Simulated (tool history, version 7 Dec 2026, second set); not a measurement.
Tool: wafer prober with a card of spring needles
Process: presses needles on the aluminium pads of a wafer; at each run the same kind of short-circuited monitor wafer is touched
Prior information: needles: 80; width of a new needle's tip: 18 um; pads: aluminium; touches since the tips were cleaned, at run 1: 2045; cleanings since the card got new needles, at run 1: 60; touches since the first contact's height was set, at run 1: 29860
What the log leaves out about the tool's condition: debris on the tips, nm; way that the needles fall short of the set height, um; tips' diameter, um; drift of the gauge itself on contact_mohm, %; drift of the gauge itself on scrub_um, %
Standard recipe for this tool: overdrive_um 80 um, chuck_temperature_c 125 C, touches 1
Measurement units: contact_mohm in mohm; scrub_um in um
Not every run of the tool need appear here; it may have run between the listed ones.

| run | day | overdrive_um | chuck_temperature_c | touches | touches since the tips were cleaned | cleanings since the card got new needles | touches since the first contact's height was set | contact_mohm | scrub_um |
|---|---|---|---|---|---|---|---|---|---|
| 1 | 0 | 80 | 125 | 1 | 2045 | 60 | 29860 | 283 | 12.05 |
|  | 0.425 | tips cleaned on abrasive film |
| 2 | 0.575 | 80 | 51 | 1 | 701 | 61 | 32579 | 260 | 12.11 |
|  | 1.279 | tips cleaned on abrasive film |
| 3 | 1.712 | 80 | 51 | 1 | 2069 | 62 | 37994 | 257 | 12.03 |
|  | 2.142 | tips cleaned on abrasive film |
| 4 | 2.812 | 70 | 51 | 1 | 3205 | 63 | 43234 | 263 | 10.56 |
|  | 2.971 | tips cleaned on abrasive film |
| 5 | 3.742 | 80 | 46 | 1 | 3683 | 64 | 47648 | 258 | 12.16 |
|  | 3.862 | tips cleaned on abrasive film |
| 6 | 4.6 | 80 | 46 | 1 | 3508 | 65 | 51729 | 255 | 12.1 |
|  | 4.712 | tips cleaned on abrasive film |
|  | 5.529 | tips cleaned on abrasive film |
| 7 | 5.808 | 80 | 125 | 2 | 1343 | 67 | 57479 | 281 | 12.06 |
|  | 6.333 | tips cleaned on abrasive film |
| 8 | 6.85 | 94 | 125 | 2 | 2484 | 68 | 62434 | 278 | 14.2 |
|  | 7.167 | tips cleaned on abrasive film |
| 9 | 7.938 | 94 | 125 | 2 | 3691 | 69 | 67606 | 281 | 14.24 |
|  | 8 | tips cleaned on abrasive film |
| 10 | 8.488 | 80 | 125 | 1 | 2333 | 70 | 70211 | 280 | 12.13 |
|  | 8.829 | tips cleaned on abrasive film |
| 11 | 9.067 | 80 | 125 | 2 | 1142 | 71 | 72957 | 278 | 12.2 |
|  | 9.612 | tips cleaned on abrasive film |
| 12 | 9.967 | 80 | 125 | 2 | 1692 | 72 | 77238 | 279 | 12.05 |
|  | 10.412 | tips cleaned on abrasive film |
|  | 11.229 | tips cleaned on abrasive film |
| 13 | 11.254 | 89 | 125 | 1 | 116 | 74 | 83343 | 280 | 13.46 |
|  | 12.058 | tips cleaned on abrasive film |
| 14 | 12.317 | 80 | 125 | 1 | 1241 | 75 | 88411 | 277 | 12.05 |
|  | 12.896 | tips cleaned on abrasive film |
| 15 | 12.929 | 80 | 125 | 2 | 157 | 76 | 91314 | 280 | 12.08 |
| 16 | 13.612 | 80 | 70 | 1 | 3427 | 76 | 94584 | 264 | 12.13 |
|  | 13.721 | tips cleaned on abrasive film |
| 17 | 14.238 | 76 | 28 | 1 | 2471 | 77 | 97549 | 252 | 11.55 |
|  | 14.529 | tips cleaned on abrasive film |
| 18 | 15.238 | 70 | 46 | 3 | 3388 | 78 | 102297 | 262 | 10.58 |
|  | 15.354 | tips cleaned on abrasive film |
|  | 16.146 | tips cleaned on abrasive film |
| 19 | 16.146 | 98 | 125 | 1 | 0 | 80 | 106601 | 278 | 14.86 |
|  | 16.942 | tips cleaned on abrasive film |
| 20 | 17.421 | 80 | 120 | 1 | 2289 | 81 | 112678 | 278 | 12.17 |
|  | 17.821 | tips cleaned on abrasive film |
|  | 18.612 | tips cleaned on abrasive film |
| 21 | 18.767 | 80 | 120 | 1 | 733 | 83 | 119059 | 280 | 12.08 |
|  | 19.45 | tips cleaned on abrasive film |
| 22 | 20.042 | 80 | 120 | 1 | 2841 | 84 | 125141 | 275 | 12.1 |
|  | 20.329 | tips cleaned on abrasive film |
|  | 21.142 | tips cleaned on abrasive film |
| 23 | 21.371 | 80 | 120 | 1 | 1098 | 86 | 131452 | 280 | 12.2 |
|  | 21.983 | tips cleaned on abrasive film |
| 24 | 22.579 | 80 | 120 | 1 | 2831 | 87 | 137187 | 277 | 12.08 |
|  | 22.771 | tips cleaned on abrasive film |
| 25 | 23.388 | 90 | 125 | 1 | 2955 | 88 | 141037 | 278 | 13.62 |
|  | 23.592 | tips cleaned on abrasive film |
| 26 | 24.179 | 86 | 79 | 2 | 2816 | 89 | 144803 | 271 | 12.98 |
|  | 24.404 | tips cleaned on abrasive film |
| 27 | 25.083 | 86 | 79 | 2 | 3239 | 90 | 149096 | 267 | 13.07 |
|  | 25.188 | tips cleaned on abrasive film |
|  | 26.075 | tips cleaned on abrasive film |
| 28 | 26.254 | 86 | 79 | 2 | 856 | 92 | 154652 | 269 | 13.01 |
|  | 26.862 | tips cleaned on abrasive film |
| 29 | 27.212 | 86 | 79 | 2 | 1687 | 93 | 159220 | 266 | 12.99 |
|  | 27.654 | tips cleaned on abrasive film |
| 30 | 28.221 | 86 | 79 | 2 | 2704 | 94 | 164012 | 269 | 13.03 |
|  | 28.438 | tips cleaned on abrasive film |
| 31 | 28.779 | 68 | 79 | 2 | 1620 | 95 | 166652 | 269 | 10.23 |

How the hidden state differs across the entries between the runs, from the last listed run before each to the first after it:
In the gap between runs 1 and 2: tips cleaned on abrasive film (day 0.425)
  debris on the tips, nm: 1.1 -> 0.6
In the gap between runs 2 and 3: tips cleaned on abrasive film (day 1.279)
  debris on the tips, nm: 0.6 -> 1.2
In the gap between runs 3 and 4: tips cleaned on abrasive film (day 2.142)
  debris on the tips, nm: 1.2 -> 1.4
In the gap between runs 4 and 5: tips cleaned on abrasive film (day 2.971)
  debris on the tips, nm: 1.4 -> 1.5
In the gap between runs 5 and 6: tips cleaned on abrasive film (day 3.862)
  debris on the tips, nm: 1.5 -> 1.4; way that the needles fall short of the set height, um: 0 -> 0.01
In the gap between runs 6 and 7: tips cleaned on abrasive film (day 4.712); tips cleaned on abrasive film (day 5.529)
  debris on the tips, nm: 1.4 -> 0.9
In the gap between runs 7 and 8: tips cleaned on abrasive film (day 6.333)
  debris on the tips, nm: 0.9 -> 1.3
In the gap between runs 8 and 9: tips cleaned on abrasive film (day 7.167)
  debris on the tips, nm: 1.3 -> 1.5
In the gap between runs 9 and 10: tips cleaned on abrasive film (day 8)
  debris on the tips, nm: 1.5 -> 1.2
In the gap between runs 10 and 11: tips cleaned on abrasive film (day 8.829)
  debris on the tips, nm: 1.2 -> 0.8
In the gap between runs 11 and 12: tips cleaned on abrasive film (day 9.612)
  debris on the tips, nm: 0.8 -> 1
In the gap between runs 12 and 13: tips cleaned on abrasive film (day 10.412); tips cleaned on abrasive film (day 11.229)
  debris on the tips, nm: 1 -> 0.2
In the gap between runs 13 and 14: tips cleaned on abrasive film (day 12.058)
  debris on the tips, nm: 0.2 -> 0.8
In the gap between runs 14 and 15: tips cleaned on abrasive film (day 12.896)
  debris on the tips, nm: 0.8 -> 0.2
In the gap between runs 16 and 17: tips cleaned on abrasive film (day 13.721)
  debris on the tips, nm: 1.4 -> 1.2
In the gap between runs 17 and 18: tips cleaned on abrasive film (day 14.529)
  debris on the tips, nm: 1.2 -> 1.4
In the gap between runs 18 and 19: tips cleaned on abrasive film (day 15.354); tips cleaned on abrasive film (day 16.146)
  debris on the tips, nm: 1.4 -> 0.2
In the gap between runs 19 and 20: tips cleaned on abrasive film (day 16.942)
  debris on the tips, nm: 0.2 -> 1.2
In the gap between runs 20 and 21: tips cleaned on abrasive film (day 17.821); tips cleaned on abrasive film (day 18.612)
  debris on the tips, nm: 1.2 -> 0.6
In the gap between runs 21 and 22: tips cleaned on abrasive film (day 19.45)
  debris on the tips, nm: 0.6 -> 1.4
In the gap between runs 22 and 23: tips cleaned on abrasive film (day 20.329); tips cleaned on abrasive film (day 21.142)
  debris on the tips, nm: 1.4 -> 0.7
In the gap between runs 23 and 24: tips cleaned on abrasive film (day 21.983)
  debris on the tips, nm: 0.7 -> 1.4
In the gap between runs 24 and 25: tips cleaned on abrasive film (day 22.771)
  way that the needles fall short of the set height, um: 0.01 -> 0.02
In the gap between runs 25 and 26: tips cleaned on abrasive film (day 23.592)
  debris on the tips, nm: 1.4 -> 1.3
In the gap between runs 26 and 27: tips cleaned on abrasive film (day 24.404)
  debris on the tips, nm: 1.3 -> 1.4
In the gap between runs 27 and 28: tips cleaned on abrasive film (day 25.188); tips cleaned on abrasive film (day 26.075)
  debris on the tips, nm: 1.4 -> 0.7
In the gap between runs 28 and 29: tips cleaned on abrasive film (day 26.862)
  debris on the tips, nm: 0.7 -> 1
In the gap between runs 29 and 30: tips cleaned on abrasive film (day 27.654)
  debris on the tips, nm: 1 -> 1.3
In the gap between runs 30 and 31: tips cleaned on abrasive film (day 28.438)
  debris on the tips, nm: 1.3 -> 1
